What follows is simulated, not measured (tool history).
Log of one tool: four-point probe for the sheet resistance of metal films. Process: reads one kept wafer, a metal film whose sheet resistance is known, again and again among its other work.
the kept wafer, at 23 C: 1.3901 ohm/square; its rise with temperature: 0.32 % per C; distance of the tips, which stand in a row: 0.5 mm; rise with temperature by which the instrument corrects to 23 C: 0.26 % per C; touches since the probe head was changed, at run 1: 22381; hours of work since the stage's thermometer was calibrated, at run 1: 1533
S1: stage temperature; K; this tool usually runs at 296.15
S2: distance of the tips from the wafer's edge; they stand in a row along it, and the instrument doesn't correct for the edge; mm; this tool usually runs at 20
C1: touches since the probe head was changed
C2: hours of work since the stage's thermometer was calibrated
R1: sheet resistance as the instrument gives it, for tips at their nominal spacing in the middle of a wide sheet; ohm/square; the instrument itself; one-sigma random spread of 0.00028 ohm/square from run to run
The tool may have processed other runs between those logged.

run	hour	S1	S2	C1	C2	R1
1	0.0	296.15	20	22381	1533	1.394408
# hour 26.2: stage's thermometer calibrated
2	56.9	296.15	20	23079	18	1.395700
3	108.8	296.15	20	23722	49	1.396235
4	200.4	296.15	20	24856	103	1.395670
5	269.2	296.15	20	25708	144	1.395767
6	326.6	296.15	20	26419	178	1.395110
7	424.6	296.15	20	27633	236	1.394766
8	479.1	296.15	19	28307	268	1.394502
9	553.6	296.15	5	29231	312	1.401369
10	629.4	292.15	20	30169	357	1.390837
11	707.1	298.15	20	31132	403	1.395904
12	760.8	303.15	4	31796	435	1.411152
13	823.5	303.15	4	32573	472	1.410657
14	870.1	294.15	16	33150	499	1.392184
15	915.6	292.15	5	33714	526	1.397403
16	998.0	302.15	12	34735	575	1.399595
17	1045.1	296.15	52	35318	603	1.393186
18	1100.3	296.15	52	36002	635	1.392629
19	1163.7	296.15	10	36786	673	1.394903

Measured less the same run without the tool's hidden state. The same run-to-run variation is in both; the gauge's scatter may not be:
Hidden conditions of the tool in this case: inner tips' distance over the nominal, %; tips' flats over new ones', %; wafer's true temperature over the reading, C; drift of the gauge itself on sheet_ohm, %.
run	R1
1	+0.003499
2	+0.005222
3	+0.005094
4	+0.004867
5	+0.004709
6	+0.004576
7	+0.004347
8	+0.004215
9	+0.004055
10	+0.003848
11	+0.003692
12	+0.003609
13	+0.003445
14	+0.003285
15	+0.003187
16	+0.003006
17	+0.002877
18	+0.002742
19	+0.002609
